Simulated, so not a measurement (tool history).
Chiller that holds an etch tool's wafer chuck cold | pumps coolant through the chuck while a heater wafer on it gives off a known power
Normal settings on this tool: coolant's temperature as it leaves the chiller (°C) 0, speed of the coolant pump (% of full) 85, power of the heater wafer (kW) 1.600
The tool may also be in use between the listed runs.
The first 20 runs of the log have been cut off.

run,hour,coolant's temperature as it leaves the chiller (°C),speed of the coolant pump (% of full),power of the heater wafer (kW),chuck's temperature once it has settled (°C),how much warmer the coolant comes back (C)
21,682.1,2,85,1.491,13.1,3.27
22,726.8,2,85,1.491,12.9,3.25
23,758.3,2,97,1.160,9.7,2.24
24,802.6,8,86,1.600,19.9,3.49
25,839.8,8,86,1.600,20.0,3.51
26,888.1,-7,85,1.600,5.1,3.51
# hour 911.0: chiller's thermometer calibrated
27,920.0,0,66,2.182,19.4,6.14
28,947.4,9,75,1.600,22.1,4.00
29,971.1,-2,89,1.600,9.5,3.38
30,992.0,0,76,1.319,10.6,3.25
31,1030.7,-10,76,0.802,-3.5,1.94
32,1052.5,-10,76,0.802,-3.5,1.96

Forecast each of these 3 alternatives for the next run:
A,1100.9,-1,66,0.802,?,?
B,1100.9,2,85,0.809,?,?
C,1100.9,-10,69,0.995,?,?

run,chuck's temperature once it has settled (°C),how much warmer the coolant comes back (C)
A,6.2,2.26
B,8.1,1.76
C,-1.4,2.72
Without the tool's hidden state the same runs would have given:
run,chuck's temperature once it has settled (°C),how much warmer the coolant comes back (C)
A,5.2,2.23
B,7.2,1.74
C,-2.7,2.69
